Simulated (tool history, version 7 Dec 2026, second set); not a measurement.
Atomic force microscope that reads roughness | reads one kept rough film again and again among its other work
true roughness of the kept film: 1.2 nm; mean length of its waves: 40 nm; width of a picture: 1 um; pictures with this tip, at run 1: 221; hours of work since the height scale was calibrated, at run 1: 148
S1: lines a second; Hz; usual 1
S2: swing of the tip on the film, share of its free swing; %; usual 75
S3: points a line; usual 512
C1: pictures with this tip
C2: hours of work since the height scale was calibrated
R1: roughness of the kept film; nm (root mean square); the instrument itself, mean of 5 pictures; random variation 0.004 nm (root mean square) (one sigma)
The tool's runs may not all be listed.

run	hour	S1	S2	S3	C1	C2	R1
1	0	1	75	512	221	148	1.045
2	13.2	1	75	512	233	154	1.046
3	21	1	75	512	239	157	1.048
4	34.1	1	75	512	250	163	1.053
5	42.9	1	75	512	258	167	1.047
6	55.4	1	75	512	268	172	1.053
7	62.3	1	75	512	274	175	1.043
8	73.9	1	55	512	284	180	1.083
9	83.8	1	62	512	293	185	1.067
10	89.3	1	62	512	297	187	1.057
11	98.7	1	62	512	305	191	1.06
12	111.9	1	62	512	316	197	1.061
13	117.3	1	59	512	321	199	1.061
14	130.5	1	75	512	332	205	1.017
15	136.8	1	75	512	337	208	1.025
# hour 139.1: new tip fitted
16	145.4	1	75	512	5	211	1.115
17	156.3	1	75	512	15	216	1.111
18	168	1	75	512	24	221	1.106
19	178.5	1	75	512	33	226	1.112
20	190.6	1	86	512	44	231	1.074
21	196.5	1	86	512	49	234	1.067
22	205.8	1	86	512	56	238	1.063
23	212.6	1	75	512	62	241	1.096
24	218.9	1	75	512	68	244	1.101
25	227.1	3.04	75	512	75	247	1.002
26	236.4	1	60	448	82	251	1.122
27	245	0.53	63	652	90	255	1.123
28	254.8	0.53	63	652	98	259	1.131
29	261.6	2.6	76	800	104	262	1.011
30	269	1	75	379	110	266	1.084
31	281.3	1	75	379	120	271	1.082
32	291	1	75	379	129	275	1.076
# hour 292.9: height scale calibrated on a step standard
33	300.5	0.56	75	563	136	3	1.103
34	307.4	0.54	88	611	142	6	1.078
35	318.6	0.6	59	646	151	11	1.113
# hour 327.3: height scale calibrated on a step standard, once more
36	331.6	2.28	75	990	161	2	1.01
37	341.2	1	64	524	169	6	1.086
38	347.2	1	64	524	175	9	1.09
39	357.1	1	64	524	183	13	1.081
40	366.9	1	64	524	191	17	1.084
41	379.7	1	75	516	202	23	1.065
42	389.1	1	62	257	210	27	1.066
43	401.2	1.41	63	487	220	32	1.066
44	408.2	0.52	75	546	226	35	1.077
45	420.1	0.52	75	546	236	41	1.082
46	430.2	0.52	71	1012	245	45	1.083
47	443.2	1.81	75	840	256	51	1.017
48	452.1	1.81	85	840	264	55	0.964

Some steps in R1 between neighbouring runs. How much of each would the tool show without its hidden state too (settings, what came in, random variation), and how much is left for the hidden state, with any gauge scatter that isn't in both results?
The hidden state here: radius of the tip, nm; height scale over the true one, %; drift of the gauge itself on roughness_nm, %.
Run 15 -> 16: new tip fitted. R1 +0.09 nm (root mean square): hidden state +0.084, all else +0.006.
Run 25 -> 26: S1 3.04 -> 1, S2 75 -> 60, S3 512 -> 448. R1 +0.12 nm (root mean square): hidden state -0.004, all else +0.124.
Run 28 -> 29: S1 0.53 -> 2.6, S2 63 -> 76, S3 652 -> 800. R1 -0.12 nm (root mean square): hidden state +0.001, all else -0.121.
Run 35 -> 36: S1 0.6 -> 2.28, S2 59 -> 75, S3 646 -> 990, height scale calibrated on a step standard, once more. R1 -0.103 nm (root mean square): hidden state -0.009, all else -0.094.
Run 36 -> 37: S1 2.28 -> 1, S2 75 -> 64, S3 990 -> 524. R1 +0.076 nm (root mean square): hidden state -0.005, all else +0.081.
